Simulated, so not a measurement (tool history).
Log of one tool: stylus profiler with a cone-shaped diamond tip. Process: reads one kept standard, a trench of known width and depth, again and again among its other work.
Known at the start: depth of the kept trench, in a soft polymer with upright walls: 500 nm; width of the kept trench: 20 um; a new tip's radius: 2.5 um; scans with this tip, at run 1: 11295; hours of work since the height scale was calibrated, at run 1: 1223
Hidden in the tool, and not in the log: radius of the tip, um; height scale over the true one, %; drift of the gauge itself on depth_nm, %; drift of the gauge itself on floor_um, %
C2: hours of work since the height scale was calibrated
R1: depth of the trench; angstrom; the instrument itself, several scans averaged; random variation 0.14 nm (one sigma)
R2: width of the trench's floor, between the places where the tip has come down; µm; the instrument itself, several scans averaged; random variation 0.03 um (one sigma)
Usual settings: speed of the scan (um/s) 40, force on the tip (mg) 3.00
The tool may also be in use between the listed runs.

{"run": 1, "day": 0.0, "speed of the scan (um/s)": 40, "force on the tip (mg)": 3.0, "scans with this tip": 11295, "C2": 1223, "R1": 5113.6, "R2": 16.08}
{"run": 2, "day": 3.3, "speed of the scan (um/s)": 40, "force on the tip (mg)": 1.23, "scans with this tip": 11700, "C2": 1266, "R1": 5079.4, "R2": 15.99}
{"run": 3, "day": 6.892, "speed of the scan (um/s)": 40, "force on the tip (mg)": 1.23, "scans with this tip": 12140, "C2": 1314, "R1": 5082.3, "R2": 15.9}
{"run": 4, "day": 10.625, "speed of the scan (um/s)": 15, "force on the tip (mg)": 3.0, "scans with this tip": 12597, "C2": 1364, "R1": 5119.9, "R2": 16.17}
{"run": 5, "day": 13.746, "speed of the scan (um/s)": 15, "force on the tip (mg)": 3.0, "scans with this tip": 12979, "C2": 1405, "R1": 5117.9, "R2": 16.11}
{"run": 6, "day": 17.854, "speed of the scan (um/s)": 15, "force on the tip (mg)": 3.0, "scans with this tip": 13482, "C2": 1459, "R1": 5121.5, "R2": 16.1}
{"day": 20.45, "done": "height scale calibrated on a step standard"}
{"run": 7, "day": 21.267, "speed of the scan (um/s)": 15, "force on the tip (mg)": 3.0, "scans with this tip": 13898, "C2": 11, "R1": 5146.6, "R2": 16.09}
{"run": 8, "day": 25.304, "speed of the scan (um/s)": 40, "force on the tip (mg)": 3.0, "scans with this tip": 14393, "C2": 64, "R1": 5148.0, "R2": 15.87}
{"run": 9, "day": 29.388, "speed of the scan (um/s)": 40, "force on the tip (mg)": 3.0, "scans with this tip": 14893, "C2": 119, "R1": 5147.2, "R2": 15.92}
{"run": 10, "day": 32.521, "speed of the scan (um/s)": 128, "force on the tip (mg)": 3.0, "scans with this tip": 15277, "C2": 160, "R1": 5148.6, "R2": 15.39}
{"run": 11, "day": 35.042, "speed of the scan (um/s)": 128, "force on the tip (mg)": 3.0, "scans with this tip": 15586, "C2": 194, "R1": 5148.8, "R2": 15.34}
{"day": 38.021, "done": "height scale calibrated on a step standard, once more"}
{"run": 12, "day": 38.479, "speed of the scan (um/s)": 128, "force on the tip (mg)": 3.0, "scans with this tip": 16004, "C2": 6, "R1": 5083.1, "R2": 15.35}
{"run": 13, "day": 41.179, "speed of the scan (um/s)": 128, "force on the tip (mg)": 3.0, "scans with this tip": 16335, "C2": 42, "R1": 5082.1, "R2": 15.3}
{"run": 14, "day": 44.867, "speed of the scan (um/s)": 128, "force on the tip (mg)": 3.0, "scans with this tip": 16787, "C2": 91, "R1": 5082.4, "R2": 15.31}
{"run": 15, "day": 47.188, "speed of the scan (um/s)": 128, "force on the tip (mg)": 3.0, "scans with this tip": 17071, "C2": 122, "R1": 5084.0, "R2": 15.32}
{"run": 16, "day": 49.942, "speed of the scan (um/s)": 128, "force on the tip (mg)": 2.99, "scans with this tip": 17408, "C2": 158, "R1": 5088.0, "R2": 15.29}
{"run": 17, "day": 53.904, "speed of the scan (um/s)": 40, "force on the tip (mg)": 3.0, "scans with this tip": 17894, "C2": 211, "R1": 5086.6, "R2": 15.71}
{"run": 18, "day": 55.708, "speed of the scan (um/s)": 40, "force on the tip (mg)": 3.0, "scans with this tip": 18115, "C2": 235, "R1": 5087.6, "R2": 15.74}
{"run": 19, "day": 58.017, "speed of the scan (um/s)": 45, "force on the tip (mg)": 3.0, "scans with this tip": 18398, "C2": 265, "R1": 5088.8, "R2": 15.65}
{"run": 20, "day": 61.254, "speed of the scan (um/s)": 45, "force on the tip (mg)": 8.4, "scans with this tip": 18794, "C2": 308, "R1": 5171.4, "R2": 15.82}
{"run": 21, "day": 65.279, "speed of the scan (um/s)": 45, "force on the tip (mg)": 8.4, "scans with this tip": 19287, "C2": 361, "R1": 5172.8, "R2": 15.72}
{"run": 22, "day": 67.958, "speed of the scan (um/s)": 45, "force on the tip (mg)": 8.4, "scans with this tip": 19616, "C2": 397, "R1": 5172.2, "R2": 15.69}
{"run": 23, "day": 70.629, "speed of the scan (um/s)": 45, "force on the tip (mg)": 8.4, "scans with this tip": 19943, "C2": 432, "R1": 5176.6, "R2": 15.71}
{"day": 70.892, "done": "new tip fitted, height scale calibrated"}
{"run": 24, "day": 73.792, "speed of the scan (um/s)": 15, "force on the tip (mg)": 3.0, "scans with this tip": 355, "C2": 38, "R1": 5083.5, "R2": 16.93}
{"run": 25, "day": 76.471, "speed of the scan (um/s)": 15, "force on the tip (mg)": 1.29, "scans with this tip": 683, "C2": 74, "R1": 5050.1, "R2": 16.83}
{"run": 26, "day": 79.483, "speed of the scan (um/s)": 15, "force on the tip (mg)": 1.29, "scans with this tip": 1052, "C2": 114, "R1": 5047.1, "R2": 16.84}
{"run": 27, "day": 82.804, "speed of the scan (um/s)": 17, "force on the tip (mg)": 1.29, "scans with this tip": 1459, "C2": 158, "R1": 5049.7, "R2": 16.74}
{"run": 28, "day": 85.508, "speed of the scan (um/s)": 17, "force on the tip (mg)": 1.57, "scans with this tip": 1790, "C2": 194, "R1": 5057.7, "R2": 16.77}
{"run": 29, "day": 87.304, "speed of the scan (um/s)": 75, "force on the tip (mg)": 6.18, "scans with this tip": 2010, "C2": 218, "R1": 5140.6, "R2": 16.59}
{"run": 30, "day": 89.083, "speed of the scan (um/s)": 45, "force on the tip (mg)": 1.07, "scans with this tip": 2228, "C2": 241, "R1": 5049.6, "R2": 16.41}
{"run": 31, "day": 90.921, "speed of the scan (um/s)": 24, "force on the tip (mg)": 2.71, "scans with this tip": 2454, "C2": 266, "R1": 5084.0, "R2": 16.77}
{"run": 32, "day": 93.942, "speed of the scan (um/s)": 21, "force on the tip (mg)": 5.36, "scans with this tip": 2824, "C2": 306, "R1": 5128.4, "R2": 16.72}
{"run": 33, "day": 97.062, "speed of the scan (um/s)": 64, "force on the tip (mg)": 2.6, "scans with this tip": 3206, "C2": 347, "R1": 5084.0, "R2": 16.43}
{"run": 34, "day": 100.683, "speed of the scan (um/s)": 64, "force on the tip (mg)": 2.6, "scans with this tip": 3649, "C2": 395, "R1": 5081.8, "R2": 16.41}
{"run": 35, "day": 104.558, "speed of the scan (um/s)": 26, "force on the tip (mg)": 7.66, "scans with this tip": 4124, "C2": 446, "R1": 5165.8, "R2": 16.66}
{"run": 36, "day": 107.558, "speed of the scan (um/s)": 26, "force on the tip (mg)": 7.66, "scans with this tip": 4492, "C2": 486, "R1": 5164.2, "R2": 16.66}
{"run": 37, "day": 110.421, "speed of the scan (um/s)": 26, "force on the tip (mg)": 7.66, "scans with this tip": 4842, "C2": 524, "R1": 5166.0, "R2": 16.66}
{"run": 38, "day": 112.929, "speed of the scan (um/s)": 26, "force on the tip (mg)": 7.66, "scans with this tip": 5150, "C2": 557, "R1": 5166.9, "R2": 16.56}
{"run": 39, "day": 116.008, "speed of the scan (um/s)": 15, "force on the tip (mg)": 3.0, "scans with this tip": 5527, "C2": 598, "R1": 5094.9, "R2": 16.61}
{"run": 40, "day": 119.896, "speed of the scan (um/s)": 39, "force on the tip (mg)": 3.27, "scans with this tip": 6003, "C2": 650, "R1": 5101.8, "R2": 16.38}
{"run": 41, "day": 121.738, "speed of the scan (um/s)": 15, "force on the tip (mg)": 2.28, "scans with this tip": 6229, "C2": 674, "R1": 5085.6, "R2": 16.49}
{"run": 42, "day": 125.462, "speed of the scan (um/s)": 15, "force on the tip (mg)": 2.28, "scans with this tip": 6685, "C2": 724, "R1": 5087.8, "R2": 16.5}
{"run": 43, "day": 129.108, "speed of the scan (um/s)": 17, "force on the tip (mg)": 8.74, "scans with this tip": 7132, "C2": 772, "R1": 5187.7, "R2": 16.51}
{"run": 44, "day": 132.238, "speed of the scan (um/s)": 11, "force on the tip (mg)": 3.53, "scans with this tip": 7515, "C2": 813, "R1": 5113.7, "R2": 16.54}
{"run": 45, "day": 134.908, "speed of the scan (um/s)": 43, "force on the tip (mg)": 1.26, "scans with this tip": 7842, "C2": 849, "R1": 5066.9, "R2": 16.13}

Some steps in R1 between neighbouring runs. How much of each would the tool show without its hidden state too (settings, what came in, random variation), and how much is left for the hidden state, with any gauge scatter that isn't in both results?
Run 6 -> 7: height scale calibrated on a step standard. R1 +25.1 angstrom: hidden state +22.7, all else +2.4.
Run 11 -> 12: height scale calibrated on a step standard, once more. R1 -65.7 angstrom: hidden state -66.9, all else +1.2.
Run 23 -> 24: speed of the scan (um/s) 45 -> 15, force on the tip (mg) 8.40 -> 3.00, new tip fitted, height scale calibrated. R1 -93.1 angstrom: hidden state -11.5, all else -81.6.
Run 29 -> 30: speed of the scan (um/s) 75 -> 45, force on the tip (mg) 6.18 -> 1.07. R1 -91.0 angstrom: hidden state +0.4, all else -91.4.
Run 42 -> 43: speed of the scan (um/s) 15 -> 17, force on the tip (mg) 2.28 -> 8.74. R1 +99.9 angstrom: hidden state +1.5, all else +98.4.

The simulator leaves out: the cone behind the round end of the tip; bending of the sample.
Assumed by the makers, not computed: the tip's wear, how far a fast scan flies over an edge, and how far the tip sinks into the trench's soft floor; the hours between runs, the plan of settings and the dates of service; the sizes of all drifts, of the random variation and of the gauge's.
